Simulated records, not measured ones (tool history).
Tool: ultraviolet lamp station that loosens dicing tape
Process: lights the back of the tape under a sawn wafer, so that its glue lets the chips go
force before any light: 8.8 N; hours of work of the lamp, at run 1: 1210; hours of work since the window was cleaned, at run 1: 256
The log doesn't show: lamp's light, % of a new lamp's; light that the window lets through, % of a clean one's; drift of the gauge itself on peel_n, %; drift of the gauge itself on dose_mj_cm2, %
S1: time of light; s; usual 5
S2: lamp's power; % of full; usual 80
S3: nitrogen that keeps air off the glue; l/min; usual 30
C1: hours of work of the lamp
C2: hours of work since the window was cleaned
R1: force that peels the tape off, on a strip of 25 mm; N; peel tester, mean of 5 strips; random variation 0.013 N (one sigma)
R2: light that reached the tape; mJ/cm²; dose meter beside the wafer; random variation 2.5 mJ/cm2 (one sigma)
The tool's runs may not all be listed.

run     day  S1  S2  S3    C1   C2     R1   R2
  1       0   5  80  30  1210  256  0.842  238
  2   1.596   5  80  30  1236  282  0.897  241
  3   2.767   4  80  30  1255  301  1.365  197
  4   4.717   4  80  30  1287  333  1.292  188
  5   6.646   4  80  30  1318  364  1.388  187
  6   7.979   4  80  30  1340  386  1.395  189
  7   9.917   5  80  55  1371  417  0.637  227
  8  11.067   5  80  21  1390  436  1.285  229
     11.679  -- window cleaned of glue's vapour
  9  12.171   5  80  21  1408    8  1.116  241
 10  13.938   5  80  21  1436   37  1.106  242
 11  15.646   5  80  30  1464   65  0.857  241
 12  17.075   5  80  30  1487   88  0.858  236
 13  18.079   5  80  30  1504  104  0.919  243
 14  19.454   5  91  30  1526  126  0.709  268
 15  21.646   5  91  30  1562  162  0.748  263
 16  22.854   5  91  30  1581  182  0.754  265
 17  24.167   5  80  30  1603  203  0.948  226
 18  26.475   5  80  30  1640  241  0.995  230
 19   27.95   3  80  30  1664  265  2.218  139
 20  29.504   5  80  30  1690  290  0.996  224
 21  30.688   5  80  30  1709  309  1.005  222
 22  32.329   5  80  30  1736  336  1.061  214
 23  34.546   4  73  30  1772  372  1.766  162
 24  35.921   4  73  30  1794  394  1.784  161
 25  37.262   2  84  30  1816  416   3.56   90
     39.008  -- window cleaned of glue's vapour
 26  39.008   9  84  21  1844    0  0.393  431
 27  41.117   9  84  21  1878   34  0.396  428
     42.596  -- lamp changed
 28  43.362   8  82  21    12   70  0.338  482
 29  45.054   3  82  29    40   98  1.504  180
 30  46.067   7  77  29    57  114  0.397  394
 31  48.383   5  89  13    94  152  0.966  318
 32  50.438   5  89  58   128  185  0.365  318
 33  51.662   5  89  12   148  205  1.101  316
 34  53.392   5  90  34   176  233  0.497  318

Run 35 comes next. What will it give?
 35  55.554   5  88  30  211  268   ?   ?

R1: 0.541 N
R2: 308 mJ/cm²
Without the tool's hidden state the same run would have given R1 0.478 N, R2 330 mJ/cm².
